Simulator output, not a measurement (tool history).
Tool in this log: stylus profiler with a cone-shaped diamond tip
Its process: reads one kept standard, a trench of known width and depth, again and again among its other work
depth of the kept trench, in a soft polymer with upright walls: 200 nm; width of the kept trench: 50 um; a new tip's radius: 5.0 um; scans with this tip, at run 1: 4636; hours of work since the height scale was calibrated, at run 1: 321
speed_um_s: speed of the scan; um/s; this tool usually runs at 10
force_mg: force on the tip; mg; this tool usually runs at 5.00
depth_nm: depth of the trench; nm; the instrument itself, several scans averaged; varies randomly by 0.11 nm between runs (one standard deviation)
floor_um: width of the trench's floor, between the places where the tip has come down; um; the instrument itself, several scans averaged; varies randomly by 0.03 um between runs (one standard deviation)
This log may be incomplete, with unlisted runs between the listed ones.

run,hour,speed_um_s,force_mg,scans with this tip,hours of work since the height scale was calibrated,depth_nm,floor_um
1,0.0,10,5.00,4636,321,202.57,47.22
2,30.7,10,5.00,4970,345,202.51,47.15
3,49.8,10,8.04,5179,359,203.70,47.19
4,77.7,8,5.00,5484,380,202.72,47.15
5,105.2,8,5.00,5784,401,202.60,47.17
6,126.1,8,5.00,6012,417,202.69,47.14
7,144.3,8,5.00,6211,431,202.36,47.21
8,169.5,8,5.00,6486,450,202.65,47.16
9,188.4,10,5.00,6692,464,202.63,47.18
10,225.6,10,5.00,7098,492,202.46,47.15
11,266.6,10,8.90,7545,523,203.94,47.20
12,301.3,10,8.90,7924,549,203.96,47.17
13,321.6,10,8.90,8146,565,203.80,47.19
14,349.1,10,3.09,8446,586,201.73,47.15
15,385.5,10,5.00,8843,613,202.73,47.20
16,411.6,10,5.00,9128,633,202.62,47.19
17,444.5,5,3.54,9488,658,202.14,47.21

Run 18, settings as shown, results not yet in. Your forecast:
18,486.8,6,11.80,9949,690,?,?

For run 18 the tool returned depth_nm 204.67 nm, floor_um 47.17 um.
Had the tool carried no hidden state, the very same run would have given depth_nm 204.66 nm, floor_um 47.18 um.

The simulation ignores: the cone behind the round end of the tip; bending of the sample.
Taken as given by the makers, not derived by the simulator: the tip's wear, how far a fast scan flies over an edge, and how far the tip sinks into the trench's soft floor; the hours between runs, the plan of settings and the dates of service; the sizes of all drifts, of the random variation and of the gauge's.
